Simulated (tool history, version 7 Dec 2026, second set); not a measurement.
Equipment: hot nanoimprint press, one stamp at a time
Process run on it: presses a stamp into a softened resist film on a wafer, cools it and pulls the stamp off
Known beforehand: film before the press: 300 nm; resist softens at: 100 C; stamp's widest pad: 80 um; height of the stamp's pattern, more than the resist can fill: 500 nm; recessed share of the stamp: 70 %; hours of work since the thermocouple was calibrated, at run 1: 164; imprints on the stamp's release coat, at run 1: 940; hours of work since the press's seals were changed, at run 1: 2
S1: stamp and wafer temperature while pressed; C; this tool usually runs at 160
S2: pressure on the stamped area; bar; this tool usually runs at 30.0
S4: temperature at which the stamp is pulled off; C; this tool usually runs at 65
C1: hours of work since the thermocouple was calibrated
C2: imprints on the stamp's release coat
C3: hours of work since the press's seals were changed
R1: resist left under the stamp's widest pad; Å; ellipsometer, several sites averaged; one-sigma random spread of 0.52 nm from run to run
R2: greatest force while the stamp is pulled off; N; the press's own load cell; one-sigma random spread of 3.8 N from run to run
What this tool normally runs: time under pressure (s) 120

Run 1, hour 0.0: usual settings; C1 164; C2 940; C3 2. Result: R1 1757 Å, R2 225 N.
Run 2, hour 16.0: usual settings but S1 155 C; C1 175; C2 1002; C3 13. Result: R1 2101 Å, R2 231 N.
Run 3, hour 29.8: usual settings but S1 155 C; C1 184; C2 1055; C3 22. Result: R1 2105 Å, R2 228 N.
Run 4, hour 47.6: usual settings but S1 155 C; C1 196; C2 1124; C3 34. Result: R1 2109 Å, R2 242 N.
Run 5, hour 57.3: usual settings; C1 203; C2 1161; C3 41. Result: R1 1761 Å, R2 250 N.
Run 6, hour 68.2: usual settings; C1 210; C2 1203; C3 48. Result: R1 1764 Å, R2 242 N.
Run 7, hour 85.6: usual settings but time under pressure (s) 106; C1 222; C2 1270; C3 60. Result: R1 1840 Å, R2 242 N.
Run 8, hour 98.7: usual settings but time under pressure (s) 106; C1 230; C2 1321; C3 68. Result: R1 1848 Å, R2 252 N.
Run 9, hour 114.3: usual settings but S4 67 C; C1 241; C2 1381; C3 79. Result: R1 1774 Å, R2 246 N.
Run 10, hour 127.1: usual settings; C1 250; C2 1430; C3 88. Result: R1 1777 Å, R2 255 N.
Run 11, hour 140.3: usual settings; C1 258; C2 1481; C3 96. Result: R1 1778 Å, R2 250 N.
Run 12, hour 156.0: usual settings; C1 269; C2 1542; C3 107. Result: R1 1779 Å, R2 265 N.
Run 13, hour 170.2: usual settings; C1 279; C2 1596; C3 117. Result: R1 1778 Å, R2 264 N.
Run 14, hour 180.5: usual settings but S1 163 C, time under pressure (s) 189, S4 72 C; C1 285; C2 1636; C3 124. Result: R1 1333 Å, R2 241 N.
Run 15, hour 193.8: usual settings but S1 163 C, time under pressure (s) 189, S4 72 C; C1 294; C2 1687; C3 132. Result: R1 1338 Å, R2 234 N.
At hour 198.2: plate thermocouple calibrated.
Run 16, hour 206.1: usual settings but time under pressure (s) 201; C1 5; C2 1723; C3 139. Result: R1 1515 Å, R2 261 N.
Run 17, hour 214.3: usual settings but S2 30.1 bar; C1 11; C2 1755; C3 144. Result: R1 1800 Å, R2 274 N.
Run 18, hour 230.0: usual settings but S2 30.1 bar, time under pressure (s) 83, S4 63 C; C1 21; C2 1815; C3 155. Result: R1 2000 Å, R2 281 N.
Run 19, hour 245.1: usual settings but S2 30.1 bar, time under pressure (s) 83, S4 63 C; C1 32; C2 1873; C3 165. Result: R1 2011 Å, R2 288 N.
Run 20, hour 259.9: usual settings but S2 30.1 bar, time under pressure (s) 83, S4 63 C; C1 41; C2 1930; C3 175. Result: R1 2007 Å, R2 297 N.
Run 21, hour 274.8: usual settings but S1 169 C, S2 32.2 bar, time under pressure (s) 185, S4 61 C; C1 52; C2 1988; C3 185. Result: R1 1019 Å, R2 307 N.
Run 22, hour 287.4: usual settings but S1 171 C, S2 34.2 bar, S4 54 C; C1 60; C2 2036; C3 193. Result: R1 1101 Å, R2 341 N.
Run 23, hour 298.8: usual settings but S1 171 C, S2 34.2 bar, S4 54 C; C1 68; C2 2081; C3 201. Result: R1 1105 Å, R2 353 N.
At hour 307.4: plate thermocouple calibrated, once more.
Run 24, hour 317.9: usual settings but S1 171 C, S2 41.4 bar, time under pressure (s) 116, S4 54 C; C1 7; C2 2142; C3 212. Result: R1 992 Å, R2 351 N.
At hour 325.3: stamp cleaned and given a new release coat.
Run 25, hour 337.1: usual settings but time under pressure (s) 79, S4 61 C; C1 16; C2 45; C3 221. Result: R1 1997 Å, R2 201 N.

Each row is a separate what-if for the run after 25, all from the same tool condition, not one after another. Results?
Run A, hour 350.6: usual settings but S2 37.5 bar, time under pressure (s) 179, S4 51 C; C1 25; C2 97; C3 230. Result: R1 ?, R2 ?.
Run B, hour 350.6: usual settings but time under pressure (s) 94, S4 61 C; C1 25; C2 97; C3 230. Result: R1 ?, R2 ?.
Run C, hour 350.6: usual settings but S4 60 C; C1 25; C2 97; C3 230. Result: R1 ?, R2 ?.
Run D, hour 350.6: usual settings but S2 31.3 bar, time under pressure (s) 214, S4 64 C; C1 25; C2 97; C3 230. Result: R1 ?, R2 ?.

run    R1   R2
  A  1401  241
  B  1892  205
  C  1756  205
  D  1403  189
Stripped of hidden state, with their random variation kept, the same runs would have yielded:
run    R1   R2
  A  1378  234
  B  1869  200
  C  1733  199
  D  1381  183
